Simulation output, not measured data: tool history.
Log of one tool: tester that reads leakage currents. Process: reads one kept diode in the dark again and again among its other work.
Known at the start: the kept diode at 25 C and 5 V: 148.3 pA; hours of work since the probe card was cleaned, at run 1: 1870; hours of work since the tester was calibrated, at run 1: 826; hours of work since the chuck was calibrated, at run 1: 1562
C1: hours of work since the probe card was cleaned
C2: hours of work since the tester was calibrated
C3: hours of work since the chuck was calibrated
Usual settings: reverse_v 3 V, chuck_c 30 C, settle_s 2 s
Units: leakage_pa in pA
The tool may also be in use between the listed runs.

Run 1, hour 0: usual settings; C1 1870; C2 826; C3 1562. Result: leakage_pa 191.54 pA.
Run 2, hour 41.9: usual settings; C1 1898; C2 854; C3 1591. Result: leakage_pa 191.54 pA.
Run 3, hour 92.7: usual settings; C1 1932; C2 888; C3 1625. Result: leakage_pa 191.43 pA.
Run 4, hour 137.8: usual settings but chuck_c 28 C; C1 1963; C2 919; C3 1656. Result: leakage_pa 164.02 pA.
Run 5, hour 216.4: usual settings but chuck_c 28 C; C1 2016; C2 972; C3 1709. Result: leakage_pa 163.24 pA.
Run 6, hour 273.6: usual settings but settle_s 0.4 s; C1 2055; C2 1011; C3 1748. Result: leakage_pa 192.79 pA.
Run 7, hour 358.4: usual settings but settle_s 0.4 s; C1 2112; C2 1068; C3 1805. Result: leakage_pa 192.7 pA.
Run 8, hour 420.4: usual settings but settle_s 0.4 s; C1 2154; C2 1110; C3 1847. Result: leakage_pa 192.36 pA.
Run 9, hour 499.3: usual settings but settle_s 0.6 s; C1 2208; C2 1164; C3 1900. Result: leakage_pa 191.57 pA.
Run 10, hour 574.9: usual settings but settle_s 0.6 s; C1 2259; C2 1215; C3 1952. Result: leakage_pa 192.84 pA.
Run 11, hour 650: usual settings but settle_s 0.6 s; C1 2310; C2 1266; C3 2002. Result: leakage_pa 191.98 pA.
At hour 659.8: chuck's temperature calibrated.
Run 12, hour 725.5: usual settings but settle_s 0.6 s; C1 2359; C2 1316; C3 44. Result: leakage_pa 191.78 pA.
Run 13, hour 800.9: usual settings but settle_s 0.6 s; C1 2411; C2 1367; C3 96. Result: leakage_pa 191.24 pA.
Run 14, hour 868.2: usual settings but settle_s 0.6 s; C1 2456; C2 1412; C3 141. Result: leakage_pa 191.28 pA.
Run 15, hour 928.7: usual settings but settle_s 0.6 s; C1 2497; C2 1453; C3 182. Result: leakage_pa 191.63 pA.
Run 16, hour 975.9: usual settings but settle_s 0.6 s; C1 2529; C2 1485; C3 214. Result: leakage_pa 191.49 pA.
Run 17, hour 1051.8: usual settings but settle_s 5.09 s; C1 2580; C2 1536; C3 265. Result: leakage_pa 192.74 pA.
Run 18, hour 1111.6: usual settings but settle_s 5.09 s; C1 2621; C2 1577; C3 306. Result: leakage_pa 191.6 pA.
Run 19, hour 1154.7: usual settings but settle_s 5.09 s; C1 2650; C2 1606; C3 335. Result: leakage_pa 191.98 pA.
Run 20, hour 1216.4: usual settings but settle_s 5.09 s; C1 2692; C2 1648; C3 377. Result: leakage_pa 191.29 pA.
Run 21, hour 1289.3: usual settings but settle_s 5.09 s; C1 2741; C2 1697; C3 426. Result: leakage_pa 191.45 pA.
Run 22, hour 1361: usual settings but reverse_v 8.98 V, chuck_c 52 C; C1 2790; C2 1746; C3 475. Result: leakage_pa 1425.91 pA.
Run 23, hour 1408.8: usual settings but reverse_v 3.92 V, chuck_c 47 C, settle_s 0.87 s; C1 2822; C2 1778; C3 507. Result: leakage_pa 766.12 pA.
Run 24, hour 1488.4: usual settings but reverse_v 4.26 V, chuck_c 38 C, settle_s 0.51 s; C1 2876; C2 1832; C3 561. Result: leakage_pa 403.64 pA.
Run 25, hour 1538.2: usual settings but reverse_v 4.26 V, chuck_c 25 C, settle_s 0.51 s; C1 2910; C2 1866; C3 595. Result: leakage_pa 142.74 pA.
Run 26, hour 1610.3: usual settings but chuck_c 41 C, settle_s 6.76 s; C1 2959; C2 1915; C3 644. Result: leakage_pa 454.76 pA.
Run 27, hour 1694.3: usual settings but reverse_v 2.6 V, chuck_c 49 C, settle_s 6.76 s; C1 3015; C2 1972; C3 700. Result: leakage_pa 781.32 pA.
Run 28, hour 1776.3: usual settings but reverse_v 2.6 V, chuck_c 49 C, settle_s 6.76 s; C1 3071; C2 2027; C3 756. Result: leakage_pa 780.26 pA.
Run 29, hour 1846.9: usual settings but chuck_c 49 C; C1 3119; C2 2075; C3 804. Result: leakage_pa 819.99 pA.
Run 30, hour 1908.1: usual settings but reverse_v 1.57 V, chuck_c 42 C; C1 3160; C2 2116; C3 845. Result: leakage_pa 400.47 pA.
Run 31, hour 1954.7: usual settings but reverse_v 2.52 V, chuck_c 48 C; C1 3192; C2 2148; C3 877. Result: leakage_pa 721.56 pA.
Run 32, hour 1990.9: usual settings but reverse_v 2.45 V, settle_s 4.11 s; C1 3216; C2 2172; C3 901. Result: leakage_pa 179.68 pA.
Run 33, hour 2053.4: usual settings but reverse_v 2.36 V, settle_s 0.56 s; C1 3259; C2 2215; C3 944. Result: leakage_pa 179.01 pA.
Run 34, hour 2113.7: usual settings but reverse_v 2.36 V, settle_s 0.56 s; C1 3300; C2 2256; C3 984. Result: leakage_pa 179.03 pA.
Run 35, hour 2172.2: usual settings but reverse_v 1.48 V, chuck_c 36 C, settle_s 9.18 s; C1 3339; C2 2295; C3 1024. Result: leakage_pa 248.15 pA.
Run 36, hour 2235.4: usual settings but reverse_v 1.48 V, chuck_c 36 C, settle_s 9.18 s; C1 3382; C2 2338; C3 1067. Result: leakage_pa 248.77 pA.
Run 37, hour 2319.1: usual settings but reverse_v 14.28 V, chuck_c 58 C, settle_s 0.71 s; C1 3439; C2 2395; C3 1124. Result: leakage_pa 2487.61 pA.
Run 38, hour 2373.1: usual settings but reverse_v 14.28 V, chuck_c 58 C, settle_s 0.71 s; C1 3475; C2 2431; C3 1160. Result: leakage_pa 2490.12 pA.
Run 39, hour 2411.4: usual settings but reverse_v 14.28 V, chuck_c 58 C, settle_s 0.71 s; C1 3501; C2 2457; C3 1186. Result: leakage_pa 2504.32 pA.
Run 40, hour 2462.5: usual settings but reverse_v 14.28 V, chuck_c 58 C, settle_s 0.71 s; C1 3536; C2 2492; C3 1221. Result: leakage_pa 2501.17 pA.

Forecast each of these 3 alternatives for the next run:
Run A, hour 2539.5: usual settings but reverse_v 1.45 V; C1 3588; C2 2544; C3 1273. Result: leakage_pa ?.
Run B, hour 2539.5: usual settings but reverse_v 6.99 V, chuck_c 22 C, settle_s 3.4 s; C1 3588; C2 2544; C3 1273. Result: leakage_pa ?.
Run C, hour 2539.5: usual settings but reverse_v 1.08 V, chuck_c 34 C, settle_s 1.25 s; C1 3588; C2 2544; C3 1273. Result: leakage_pa ?.

run  leakage_pa
  A      152.68
  B      128.64
  C      192.98
Without the tool's hidden state the same runs would have given:
run  leakage_pa
  A       152.5
  B      128.35
  C      192.77
